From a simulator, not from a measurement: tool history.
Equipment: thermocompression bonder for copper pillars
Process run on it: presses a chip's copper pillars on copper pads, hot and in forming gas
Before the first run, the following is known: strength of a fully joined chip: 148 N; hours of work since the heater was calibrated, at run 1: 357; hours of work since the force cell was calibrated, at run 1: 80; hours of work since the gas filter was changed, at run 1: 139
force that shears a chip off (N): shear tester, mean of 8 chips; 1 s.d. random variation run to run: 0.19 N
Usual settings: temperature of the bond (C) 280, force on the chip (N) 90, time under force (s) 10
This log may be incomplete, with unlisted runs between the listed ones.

| run | day | temperature of the bond (C) | force on the chip (N) | time under force (s) | hours of work since the heater was calibrated | hours of work since the force cell was calibrated | hours of work since the gas filter was changed | force that shears a chip off (N) |
|---|---|---|---|---|---|---|---|---|
| 1 | 0.000 | 280 | 90 | 10 | 357 | 80 | 139 | 90.7 |
| 2 | 0.433 | 280 | 90 | 10 | 361 | 84 | 143 | 90.5 |
| 3 | 0.892 | 280 | 134 | 10 | 366 | 89 | 148 | 111.5 |
| 4 | 1.275 | 280 | 90 | 10 | 370 | 93 | 152 | 90.6 |
|  | 1.533 | forming gas filter changed |
| 5 | 1.892 | 280 | 90 | 10 | 376 | 99 | 4 | 91.1 |
| 6 | 2.500 | 280 | 90 | 10 | 382 | 106 | 10 | 90.9 |
| 7 | 2.854 | 280 | 90 | 10 | 386 | 109 | 14 | 90.9 |
| 8 | 3.475 | 280 | 90 | 10 | 393 | 116 | 20 | 91.1 |
| 9 | 3.921 | 280 | 90 | 10 | 397 | 120 | 25 | 91.0 |
| 10 | 4.350 | 280 | 90 | 10 | 402 | 125 | 29 | 91.0 |
| 11 | 4.888 | 280 | 90 | 10 | 407 | 131 | 35 | 91.2 |
| 12 | 5.242 | 280 | 61 | 10 | 411 | 134 | 39 | 71.1 |
| 13 | 5.808 | 280 | 61 | 10 | 417 | 140 | 44 | 71.0 |
| 14 | 6.208 | 280 | 61 | 10 | 421 | 144 | 49 | 70.8 |
| 15 | 6.658 | 280 | 61 | 10 | 426 | 149 | 53 | 71.4 |
| 16 | 6.971 | 280 | 61 | 10 | 429 | 152 | 57 | 71.0 |
| 17 | 7.404 | 280 | 61 | 10 | 433 | 157 | 61 | 71.5 |
| 18 | 7.983 | 280 | 61 | 10 | 440 | 163 | 67 | 71.3 |
| 19 | 8.271 | 254 | 61 | 12 | 443 | 166 | 70 | 59.7 |
| 20 | 8.671 | 259 | 55 | 6 | 447 | 170 | 74 | 43.8 |
| 21 | 9.017 | 259 | 55 | 6 | 450 | 173 | 78 | 43.6 |
| 22 | 9.462 | 259 | 55 | 6 | 455 | 178 | 82 | 44.0 |
| 23 | 10.062 | 259 | 104 | 6 | 461 | 184 | 89 | 71.0 |
| 24 | 10.496 | 280 | 90 | 8 | 466 | 189 | 93 | 85.5 |
| 25 | 11.108 | 306 | 55 | 8 | 472 | 195 | 100 | 76.1 |
| 26 | 11.708 | 306 | 55 | 8 | 478 | 201 | 106 | 76.2 |
| 27 | 12.079 | 306 | 55 | 8 | 482 | 205 | 110 | 75.9 |
| 28 | 12.692 | 306 | 55 | 8 | 488 | 212 | 116 | 76.4 |
| 29 | 13.283 | 306 | 55 | 8 | 495 | 218 | 122 | 76.2 |

Selected run-to-run steps in force that shears a chip off (N), each split into two signed amounts: the part the tool would show with no hidden state at all (from settings, incoming material and random variation), and the remainder, which goes to the hidden state together with any gauge scatter not common to the measured and the hidden-state-free results:
The tool's hidden condition here consists of: true temperature of the bond over the reading, C; force that reaches the chip, % of what is set; oxide that the forming gas leaves, % of the face; drift of the gauge itself on shear_n, %.
Run 2 -> 3: force on the chip (N) 90 -> 134. force that shears a chip off (N) +21.0: hidden state +0.1, all else +20.9.
Run 4 -> 5: forming gas filter changed. force that shears a chip off (N) +0.5: hidden state +0.2, all else +0.3.
Run 22 -> 23: force on the chip (N) 55 -> 104. force that shears a chip off (N) +27.0: hidden state +0.2, all else +26.8.
